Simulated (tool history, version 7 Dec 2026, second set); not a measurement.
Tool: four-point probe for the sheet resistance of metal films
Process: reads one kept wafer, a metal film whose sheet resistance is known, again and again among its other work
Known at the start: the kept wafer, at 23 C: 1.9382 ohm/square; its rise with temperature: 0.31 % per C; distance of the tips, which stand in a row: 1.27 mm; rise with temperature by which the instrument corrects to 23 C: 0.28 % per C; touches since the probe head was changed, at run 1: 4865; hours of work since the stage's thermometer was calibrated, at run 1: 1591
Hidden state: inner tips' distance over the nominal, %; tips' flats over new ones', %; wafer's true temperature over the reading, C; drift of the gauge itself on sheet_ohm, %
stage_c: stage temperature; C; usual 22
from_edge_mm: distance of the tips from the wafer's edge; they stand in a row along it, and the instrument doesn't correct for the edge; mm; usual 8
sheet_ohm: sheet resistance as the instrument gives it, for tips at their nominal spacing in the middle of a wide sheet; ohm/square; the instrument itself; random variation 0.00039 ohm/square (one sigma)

run	hour	stage_c	from_edge_mm	touches since the probe head was changed	hours of work since the stage's thermometer was calibrated	sheet_ohm
1	0.0	22	8	4865	1591	1.961451
2	79.8	22	8	6981	1638	1.960815
3	124.3	22	8	8162	1664	1.961360
4	182.9	22	8	9715	1698	1.960121
5	271.0	22	8	12052	1750	1.960900
6	318.6	22	8	13313	1778	1.960260
7	381.1	22	8	14971	1814	1.960133
8	462.2	22	8	17122	1862	1.960375
# hour 470.7: stage's thermometer calibrated
9	543.4	18	22	19261	43	1.935222
10	617.7	29	4	21232	86	2.038843
# hour 632.5: stage's thermometer calibrated, once more
11	686.4	20	11	23039	32	1.942294
12	734.2	20	11	24308	60	1.940896
13	780.9	20	11	25546	87	1.941902

4 ways to go on from here, each from the tool as it stands after run 13. What would each give?
A	871.1	32	3	27937	140	?
B	871.1	20	22	27937	140	?
C	871.1	19	8	27937	140	?
D	871.1	26	66	27937	140	?

run	sheet_ohm
A	2.103760
B	1.930388
C	1.951749
D	1.931575
Without the tool's hidden state the same runs would have given:
run	sheet_ohm
A	2.113611
B	1.939485
C	1.960937
D	1.940684

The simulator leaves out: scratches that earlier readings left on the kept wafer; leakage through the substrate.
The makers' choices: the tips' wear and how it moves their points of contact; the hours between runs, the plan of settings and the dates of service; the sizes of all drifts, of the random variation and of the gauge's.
